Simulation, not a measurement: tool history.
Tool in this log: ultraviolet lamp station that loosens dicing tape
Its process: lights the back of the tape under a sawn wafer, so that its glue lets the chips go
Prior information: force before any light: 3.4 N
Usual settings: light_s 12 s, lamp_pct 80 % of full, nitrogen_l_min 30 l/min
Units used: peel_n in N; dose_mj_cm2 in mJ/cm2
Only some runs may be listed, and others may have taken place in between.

run 1 hour=0.0 | light_s=12 lamp_pct=80 nitrogen_l_min=30 | peel_n=0.354 dose_mj_cm2=297
run 2 hour=45.0 | light_s=12 lamp_pct=80 nitrogen_l_min=30 | peel_n=0.351 dose_mj_cm2=302
run 3 hour=110.0 | light_s=12 lamp_pct=80 nitrogen_l_min=30 | peel_n=0.325 dose_mj_cm2=304
run 4 hour=155.1 | light_s=12 lamp_pct=80 nitrogen_l_min=30 | peel_n=0.332 dose_mj_cm2=299
run 5 hour=210.8 | light_s=12 lamp_pct=80 nitrogen_l_min=30 | peel_n=0.334 dose_mj_cm2=301
run 6 hour=265.9 | light_s=12 lamp_pct=80 nitrogen_l_min=30 | peel_n=0.348 dose_mj_cm2=301
run 7 hour=342.2 | light_s=12 lamp_pct=80 nitrogen_l_min=30 | peel_n=0.347 dose_mj_cm2=302
run 8 hour=410.7 | light_s=12 lamp_pct=75 nitrogen_l_min=14 | peel_n=0.647 dose_mj_cm2=283
run 9 hour=495.9 | light_s=12 lamp_pct=89 nitrogen_l_min=16 | peel_n=0.443 dose_mj_cm2=335
run 10 hour=542.2 | light_s=10 lamp_pct=89 nitrogen_l_min=16 | peel_n=0.625 dose_mj_cm2=278
run 11 hour=612.2 | light_s=12 lamp_pct=80 nitrogen_l_min=40 | peel_n=0.272 dose_mj_cm2=295

The log once held 1 entry between its listed runs, left out of this copy. Where does each go, and what is different about the tool's unlogged condition between the listed run before it and the listed run after it?
Logged between run 6 and run 7: window cleaned of glue's vapour (hour 294.1)
  light that the window lets through, % of a clean one's: 99.9 -> 100
